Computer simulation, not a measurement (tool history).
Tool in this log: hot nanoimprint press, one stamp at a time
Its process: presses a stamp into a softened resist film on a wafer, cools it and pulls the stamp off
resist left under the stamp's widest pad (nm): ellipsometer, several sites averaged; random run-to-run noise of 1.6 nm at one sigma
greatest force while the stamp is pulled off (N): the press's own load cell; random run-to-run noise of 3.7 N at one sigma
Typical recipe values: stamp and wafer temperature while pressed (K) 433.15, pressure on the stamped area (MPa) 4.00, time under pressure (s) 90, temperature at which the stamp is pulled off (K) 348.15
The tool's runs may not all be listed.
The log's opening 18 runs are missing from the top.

| run | hour | stamp and wafer temperature while pressed (K) | pressure on the stamped area (MPa) | time under pressure (s) | temperature at which the stamp is pulled off (K) | hours of work since the thermocouple was calibrated | imprints on the stamp's release coat | hours of work since the press's seals were changed | resist left under the stamp's widest pad (nm) | greatest force while the stamp is pulled off (N) |
|---|---|---|---|---|---|---|---|---|---|---|
| 19 | 135.9 | 433.15 | 4.00 | 90 | 355.15 | 239 | 518 | 430 | 252.6 | 150 |
| 20 | 143.0 | 428.15 | 4.00 | 90 | 355.15 | 244 | 545 | 435 | 312.8 | 157 |
| 21 | 148.3 | 428.15 | 4.00 | 90 | 355.15 | 248 | 565 | 439 | 314.5 | 153 |
| 22 | 153.9 | 428.15 | 4.00 | 90 | 355.15 | 252 | 587 | 443 | 312.1 | 158 |
| 23 | 163.8 | 431.15 | 5.22 | 61 | 350.15 | 259 | 625 | 450 | 280.3 | 183 |
| 24 | 172.1 | 433.15 | 4.00 | 90 | 343.15 | 266 | 656 | 457 | 250.5 | 208 |
| 25 | 181.6 | 422.15 | 4.00 | 90 | 343.15 | 273 | 692 | 464 | 389.3 | 214 |
| 26 | 188.0 | 442.15 | 4.00 | 49 | 343.15 | 277 | 717 | 468 | 207.0 | 215 |
| 27 | 192.8 | 442.15 | 4.08 | 49 | 336.15 | 281 | 735 | 472 | 207.1 | 248 |
| 28 | 203.9 | 435.15 | 4.08 | 75 | 339.15 | 289 | 777 | 480 | 240.0 | 238 |
| 29 | 209.6 | 433.15 | 4.50 | 90 | 348.15 | 293 | 799 | 484 | 234.1 | 192 |
| 30 | 217.2 | 428.15 | 4.00 | 90 | 338.15 | 299 | 828 | 490 | 311.2 | 237 |
| 31 | 225.3 | 433.15 | 2.82 | 92 | 348.15 | 305 | 859 | 496 | 290.2 | 188 |

Forecast each of these 3 alternatives for the next run:
| A | 229.9 | 433.15 | 4.58 | 120 | 348.15 | 308 | 877 | 499 | ? | ? |
| B | 229.9 | 433.15 | 4.00 | 59 | 343.15 | 308 | 877 | 499 | ? | ? |
| C | 229.9 | 433.15 | 5.20 | 90 | 348.15 | 308 | 877 | 499 | ? | ? |

| run | resist left under the stamp's widest pad (nm) | greatest force while the stamp is pulled off (N) |
|---|---|---|
| A | 211.1 | 192 |
| B | 282.2 | 217 |
| C | 221.4 | 197 |
Had the tool no hidden state, the same runs would have come out as:
| run | resist left under the stamp's widest pad (nm) | greatest force while the stamp is pulled off (N) |
|---|---|---|
| A | 220.4 | 180 |
| B | 293.0 | 204 |
| C | 230.7 | 186 |
